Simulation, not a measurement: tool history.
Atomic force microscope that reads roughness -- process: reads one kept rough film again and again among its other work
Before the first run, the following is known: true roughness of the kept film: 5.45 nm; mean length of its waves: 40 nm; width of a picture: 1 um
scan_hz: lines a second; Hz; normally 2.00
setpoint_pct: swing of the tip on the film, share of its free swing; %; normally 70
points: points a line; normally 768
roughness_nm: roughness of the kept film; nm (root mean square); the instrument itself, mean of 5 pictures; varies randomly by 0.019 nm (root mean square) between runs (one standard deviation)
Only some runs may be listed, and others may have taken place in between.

Run 1, day 0.000: usual settings. Result: roughness_nm 4.457 nm (root mean square).
Run 2, day 1.088: usual settings. Result: roughness_nm 4.324 nm (root mean square).
Run 3, day 1.821: usual settings. Result: roughness_nm 4.239 nm (root mean square).
Run 4, day 2.321: usual settings but setpoint_pct 73 %. Result: roughness_nm 4.135 nm (root mean square).
Run 5, day 2.921: usual settings but setpoint_pct 73 %. Result: roughness_nm 4.081 nm (root mean square).
Run 6, day 3.538: usual settings but setpoint_pct 73 %. Result: roughness_nm 3.998 nm (root mean square).
Run 7, day 4.354: usual settings but setpoint_pct 73 %. Result: roughness_nm 3.936 nm (root mean square).
At day 4.462: new tip fitted.
Run 8, day 5.571: usual settings but points 561. Result: roughness_nm 4.446 nm (root mean square).
Run 9, day 6.167: usual settings but points 561. Result: roughness_nm 4.329 nm (root mean square).
Run 10, day 6.767: usual settings but points 561. Result: roughness_nm 4.268 nm (root mean square).
Run 11, day 7.658: usual settings but points 561. Result: roughness_nm 4.197 nm (root mean square).
Run 12, day 8.296: usual settings but points 561. Result: roughness_nm 4.130 nm (root mean square).
Run 13, day 9.221: usual settings but scan_hz 0.70 Hz. Result: roughness_nm 4.190 nm (root mean square).
Run 14, day 10.083: usual settings but scan_hz 0.70 Hz. Result: roughness_nm 4.125 nm (root mean square).
At day 10.200: new tip fitted.
Run 15, day 10.729: usual settings but setpoint_pct 81 %, points 659. Result: roughness_nm 4.335 nm (root mean square).
Run 16, day 11.404: usual settings but scan_hz 1.12 Hz, points 280. Result: roughness_nm 4.516 nm (root mean square).
Run 17, day 12.367: usual settings but scan_hz 1.18 Hz, setpoint_pct 64 %, points 883. Result: roughness_nm 4.408 nm (root mean square).
Run 18, day 13.167: usual settings but scan_hz 1.66 Hz, points 952. Result: roughness_nm 4.304 nm (root mean square).
Run 19, day 13.667: usual settings but scan_hz 2.85 Hz, points 952. Result: roughness_nm 4.103 nm (root mean square).
Run 20, day 14.804: usual settings but scan_hz 2.85 Hz, points 952. Result: roughness_nm 4.029 nm (root mean square).
Run 21, day 15.458: usual settings but scan_hz 3.81 Hz, setpoint_pct 58 %, points 281. Result: roughness_nm 4.015 nm (root mean square).
At day 15.946: new tip fitted.
Run 22, day 15.975: usual settings but scan_hz 2.19 Hz, points 449. Result: roughness_nm 4.559 nm (root mean square).
Run 23, day 16.621: usual settings but scan_hz 0.50 Hz, points 449. Result: roughness_nm 4.662 nm (root mean square).
Run 24, day 17.804: usual settings but setpoint_pct 65 %, points 306. Result: roughness_nm 4.398 nm (root mean square).
Run 25, day 19.012: usual settings but points 368. Result: roughness_nm 4.193 nm (root mean square).
Run 26, day 19.700: usual settings but points 368. Result: roughness_nm 4.110 nm (root mean square).
Run 27, day 20.862: usual settings but points 368. Result: roughness_nm 4.032 nm (root mean square).
At day 21.712: new tip fitted.
Run 28, day 22.071: usual settings but scan_hz 0.70 Hz, setpoint_pct 60 %, points 351. Result: roughness_nm 4.687 nm (root mean square).

Some steps in roughness_nm between neighbouring runs. How much of each would the tool show without its hidden state too (settings, what came in, random variation), and how much is left for the hidden state, with any gauge scatter that isn't in both results?
The tool's hidden condition here consists of: radius of the tip, nm; height scale over the true one, %; drift of the gauge itself on roughness_nm, %.
Run 14 -> 15: scan_hz 0.70 -> 2.00, setpoint_pct 70 -> 81, points 768 -> 659, new tip fitted. roughness_nm +0.210 nm (root mean square): hidden state +0.584, all else -0.374.
Run 21 -> 22: scan_hz 3.81 -> 2.19, setpoint_pct 58 -> 70, points 281 -> 449, new tip fitted. roughness_nm +0.544 nm (root mean square): hidden state +0.550, all else -0.006.
Run 27 -> 28: scan_hz 2.00 -> 0.70, setpoint_pct 70 -> 60, points 368 -> 351, new tip fitted. roughness_nm +0.655 nm (root mean square): hidden state +0.483, all else +0.172.
